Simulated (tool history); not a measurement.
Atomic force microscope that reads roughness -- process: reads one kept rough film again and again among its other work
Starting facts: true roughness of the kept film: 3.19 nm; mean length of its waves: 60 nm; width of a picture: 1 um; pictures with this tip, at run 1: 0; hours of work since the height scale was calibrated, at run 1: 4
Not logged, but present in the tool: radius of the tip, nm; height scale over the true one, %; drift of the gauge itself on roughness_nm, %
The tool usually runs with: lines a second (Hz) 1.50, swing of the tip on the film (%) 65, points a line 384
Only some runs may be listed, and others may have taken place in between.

run,hour,lines a second (Hz),swing of the tip on the film (%),points a line,pictures with this tip,hours of work since the height scale was calibrated,roughness of the kept film (nm (root mean square))
1,0.0,1.50,65,384,0,4,3.057
2,8.6,1.50,65,384,9,10,3.002
3,22.6,1.50,65,384,22,19,3.017
4,31.7,1.50,65,384,31,24,2.993
5,45.4,1.83,65,384,45,33,2.980
6,54.3,1.50,65,384,54,39,2.977
7,65.7,1.50,65,384,65,46,2.940
8,76.3,1.50,77,384,75,52,2.910
9,85.8,1.50,77,384,84,58,2.863
# hour 87.9: height scale calibrated on a step standard
10,101.3,1.50,65,384,98,8,2.939
11,109.5,1.50,65,384,106,14,2.922
12,120.5,1.50,65,384,117,21,2.907
13,135.0,2.69,65,384,131,30,2.867
# hour 144.2: new tip fitted
14,149.8,0.52,65,384,5,39,3.092
15,162.2,0.52,65,384,18,46,3.052
# hour 170.2: height scale calibrated on a step standard, once more
16,177.5,2.00,86,692,31,5,2.817
17,189.4,2.00,86,692,43,12,2.838
18,196.0,3.62,81,628,50,16,2.714
19,206.8,0.86,63,748,60,23,3.026
20,213.8,1.09,65,516,67,27,2.981
21,220.4,1.09,65,516,73,32,2.979
22,233.3,1.17,82,380,86,40,2.891
23,239.4,0.73,78,311,92,43,2.929
24,252.5,1.50,80,324,105,52,2.861
25,263.1,0.93,62,602,115,58,2.968
26,269.4,0.93,62,602,121,62,2.933
27,276.2,2.71,65,289,128,67,2.864

Each row is a separate what-if for the run after 27, all from the same tool condition, not one after another. Results?
A,285.6,2.58,56,289,137,73,?
B,285.6,1.20,78,351,137,73,?
C,285.6,2.57,65,298,137,73,?
D,285.6,3.99,65,940,137,73,?

run,roughness of the kept film (nm (root mean square))
A,2.901
B,2.838
C,2.856
D,2.797
Had the tool no hidden state, the same runs would have come out as:
run,roughness of the kept film (nm (root mean square))
A,3.048
B,2.981
C,2.999
D,2.937
